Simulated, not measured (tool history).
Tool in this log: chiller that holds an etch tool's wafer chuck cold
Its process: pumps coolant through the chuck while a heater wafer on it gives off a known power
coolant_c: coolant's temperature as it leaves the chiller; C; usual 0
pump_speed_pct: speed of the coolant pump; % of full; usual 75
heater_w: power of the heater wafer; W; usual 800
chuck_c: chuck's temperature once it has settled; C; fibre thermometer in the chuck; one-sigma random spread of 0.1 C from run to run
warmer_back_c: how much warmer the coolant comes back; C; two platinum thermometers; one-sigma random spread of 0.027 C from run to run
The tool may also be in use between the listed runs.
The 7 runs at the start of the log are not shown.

run    hour  coolant_c  pump_speed_pct  heater_w  hours since the coolant was changed and the channels were flushed  hours since the pump was overhauled  hours since the chiller's thermometer was calibrated  chuck_c  warmer_back_c
  8  1051.1          0              75       800                                                                662                                  238                                                  3232     11.3           2.41
  9  1219.5          0              75       800                                                                830                                  407                                                  3401     11.2           2.42
 10  1333.9          0              75       800                                                                944                                  521                                                  3515     11.2           2.46
 11  1468.8          0              75       800                                                               1079                                  656                                                  3650     11.7           2.45
 12  1663.6          0              75       800                                                               1274                                  851                                                  3845     11.8           2.48
 13  1850.9          0              75       464                                                               1461                                 1038                                                  4032      7.5           1.49
 14  2005.6          0              75       519                                                               1616                                 1193                                                  4187      8.4           1.65
 15  2165.6          0              75       519                                                               1776                                 1353                                                  4347      8.8           1.67
     2264.3  -- chiller's thermometer calibrated
 16  2359.9          0              75       519                                                               1969                                 1546                                                    96      7.4           1.63
 17  2523.2          8              61      1172                                                               2133                                 1709                                                   259     27.5            4.7
 18  2636.5          8              61       912                                                               2246                                 1823                                                   372     23.4           3.61
 19  2806.9         -7              92      1066                                                               2416                                 1993                                                   543        7           2.86
 20  2950.5         -7              92      1066                                                               2560                                 2137                                                   686      7.4            2.9
 21  3094.4         -7              92      1066                                                               2704                                 2280                                                   830      7.8           2.85
 22  3189.3         -7              92      1066                                                               2799                                 2375                                                   925      8.1           2.92
 23  3339.9         -7              92      1066                                                               2949                                 2526                                                  1076      8.1           2.93
 24  3510.5         -7              92      1066                                                               3120                                 2697                                                  1246      8.5           2.94
 25  3635.8         -7              92      1066                                                               3245                                 2822                                                  1372        9              3
 26  3765.7         10              89       800                                                               3375                                 2952                                                  1501     22.6           2.33
 27  3878.6         10              89       800                                                               3488                                 3065                                                  1614     22.5           2.37
     3972.7  -- coolant changed, channels flushed
 28  3986.3         10              89       588                                                                 14                                 3166                                                  1716     17.4           1.71
 29  4128.4         10              89       588                                                                156                                 3308                                                  1858     17.7           1.71
 30  4296.9          5              61       800                                                                324                                 3477                                                  2027     18.1           3.52
 31  4402.7          3              94       800                                                                430                                 3583                                                  2132     13.2           2.26
       4562  -- coolant pump overhauled
 32    4562        -10              80       974                                                                584                                    0                                                  2287      2.3           2.69

3 options for the next run, each taken on its own from the tool as it stands now. Forecast them:
  A  4752.7          3              87       808                                                                775                                  191                                                  2477        ?              ?
  B  4752.7         -5              80      1136                                                                775                                  191                                                  2477        ?              ?
  C  4752.7        -10              80       836                                                                775                                  191                                                  2477        ?              ?

run  chuck_c  warmer_back_c
  A       13           2.08
  B      9.6           3.15
  C        1           2.33
With no hidden state in the tool, these same runs would have given:
run  chuck_c  warmer_back_c
  A     11.7           2.06
  B        8           3.12
  C     -0.4           2.31

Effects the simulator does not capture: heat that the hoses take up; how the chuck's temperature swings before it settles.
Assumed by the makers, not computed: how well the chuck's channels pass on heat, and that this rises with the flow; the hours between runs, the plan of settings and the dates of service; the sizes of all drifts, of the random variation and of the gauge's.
